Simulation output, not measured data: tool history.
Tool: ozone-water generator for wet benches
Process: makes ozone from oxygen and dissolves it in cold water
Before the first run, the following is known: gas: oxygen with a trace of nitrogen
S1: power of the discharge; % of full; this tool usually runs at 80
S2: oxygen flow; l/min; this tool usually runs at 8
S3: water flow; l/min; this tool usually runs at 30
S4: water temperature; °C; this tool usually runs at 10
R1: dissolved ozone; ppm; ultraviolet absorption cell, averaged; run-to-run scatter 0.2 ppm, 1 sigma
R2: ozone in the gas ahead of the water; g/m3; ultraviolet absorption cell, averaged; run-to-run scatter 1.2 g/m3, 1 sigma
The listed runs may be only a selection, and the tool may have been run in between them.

run   hour  S1     S2  S3  S4    R1     R2
  1      0  80      8  30  10  29.8  211.3
  2   43.2  80      8  30  10  29.5  212.8
  3   80.3  80      8  30  10  29.6  211.2
  4  118.1  80      8  30  10  29.5    213
  5  160.3  80      8  33  10  27.2  214.5
     219.9  -- contactor cleaned
  6    222  80      8  30  10  29.6  213.6
  7  249.5  64      8  30  10  24.5  174.6
  8  273.5  64      8  30  10  24.1    174
  9  317.2  64      8  30  10  23.7  173.3
 10  352.4  64      8  30  10  24.1  177.1
 11  404.9  64      8  30  10  23.9  176.5
 12  435.8  81  11.99  26   5  38.6  188.6
 13    465  62   6.94  23  11    27  178.5
 14  510.2  62   6.94  23  11    27    180
 15  554.6  73   6.94  23  11  30.6  208.1
 16  594.3  82   4.66  30  10    25  263.7
 17  631.1  82   4.66  30  10  25.3  263.3

Run 18 comes next. What will it give?
 18   688  82  4.66  30  10   ?   ?

R1: 25.2 ppm
R2: 265.3 g/m3
Take away the tool's hidden state, keep the run-to-run variation as it was, and the same run would have given R1 25.3 ppm, R2 258.8 g/m3.
